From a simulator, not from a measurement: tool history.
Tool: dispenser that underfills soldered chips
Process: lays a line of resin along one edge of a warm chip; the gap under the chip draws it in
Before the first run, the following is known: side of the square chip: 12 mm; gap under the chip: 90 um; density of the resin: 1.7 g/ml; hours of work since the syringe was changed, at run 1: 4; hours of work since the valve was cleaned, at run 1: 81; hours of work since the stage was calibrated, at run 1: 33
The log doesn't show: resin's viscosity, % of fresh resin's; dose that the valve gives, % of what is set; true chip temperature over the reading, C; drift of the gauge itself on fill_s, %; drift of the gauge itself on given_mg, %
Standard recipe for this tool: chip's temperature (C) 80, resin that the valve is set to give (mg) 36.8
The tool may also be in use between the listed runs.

run	day	chip's temperature (C)	resin that the valve is set to give (mg)	hours of work since the syringe was changed	hours of work since the valve was cleaned	hours of work since the stage was calibrated	time until the resin shows at the far edge (s)	resin that the valve gave (mg)
1	0	80	36.8	4	81	33	64.1	34.18
# day 0.162: dispensing valve cleaned and set on the balance
# day 0.221: new syringe of resin
2	0.283	89	36.8	1	2	37	39.1	36.71
3	0.467	82	36.8	4	5	40	57.2	36.63
# day 0.596: new syringe of resin
4	0.708	82	36.8	2	9	44	52.1	36.49
5	0.858	79	36.8	5	12	47	66.8	36.47
# day 0.983: new syringe of resin
6	1.033	80	36.8	1	15	49	53.1	36.57
7	1.262	80	37.2	5	19	53	65.6	36.41
# day 1.367: new syringe of resin
8	1.458	80	37.2	2	22	57	55.9	36.26
9	1.646	94	37.2	5	25	60	41.8	36.53
# day 1.738: new syringe of resin
10	1.842	94	37.2	2	29	63	34.8	36.45
11	1.962	94	37.2	4	31	65	39.3	36.08
# day 2.117: new syringe of resin
12	2.242	94	37.2	2	35	70	36.2	35.89
13	2.425	94	37.2	5	39	73	43.9	36.06
# day 2.496: new syringe of resin
14	2.688	94	37.2	3	43	78	38.5	35.59
# day 2.871: new syringe of resin
15	2.946	94	37.2	1	47	82	35.3	35.68
16	3.225	80	36.8	6	52	87	71.1	35.13
# day 3.254: new syringe of resin
17	3.362	80	35	2	55	89	55.9	33.31
18	3.483	80	36.8	4	57	91	61.8	34.55
# day 3.646: new syringe of resin
19	3.692	80	40.1	1	60	95	52.6	37.59
20	3.942	71	34.7	5	65	99	92	32.65
# day 4.017: new syringe of resin
21	4.129	88	39.3	2	68	102	42.6	36.58
22	4.308	73	35.5	5	71	106	84.5	33.14
# day 4.396: new syringe of resin
23	4.508	85	35.5	2	74	109	47.7	32.7
24	4.729	73	35.5	6	78	113	87.8	33.07
# day 4.775: new syringe of resin
25	4.883	82	35	2	81	115	53	32.45
# day 5.083: dispensing valve cleaned and set on the balance
26	5.171	87	46.9	6	2	120	54.6	46.89
# day 5.2: new syringe of resin
27	5.367	80	32.2	3	5	123	61	31.95
# day 5.583: new syringe of resin
28	5.65	68	31.9	1	10	128	82.2	31.69
29	5.825	86	31.9	4	13	131	51.9	31.52

Predict the results of run 30:
# day 5.975: new syringe of resin
30	6.017	79	31.8	1	16	134	?	?

{"run 30": {"time until the resin shows at the far edge (s)": 55.5, "resin that the valve gave (mg)": 31.37}}
Had the tool carried no hidden state, the very same run would have given time until the resin shows at the far edge (s) 53.8, resin that the valve gave (mg) 31.75.

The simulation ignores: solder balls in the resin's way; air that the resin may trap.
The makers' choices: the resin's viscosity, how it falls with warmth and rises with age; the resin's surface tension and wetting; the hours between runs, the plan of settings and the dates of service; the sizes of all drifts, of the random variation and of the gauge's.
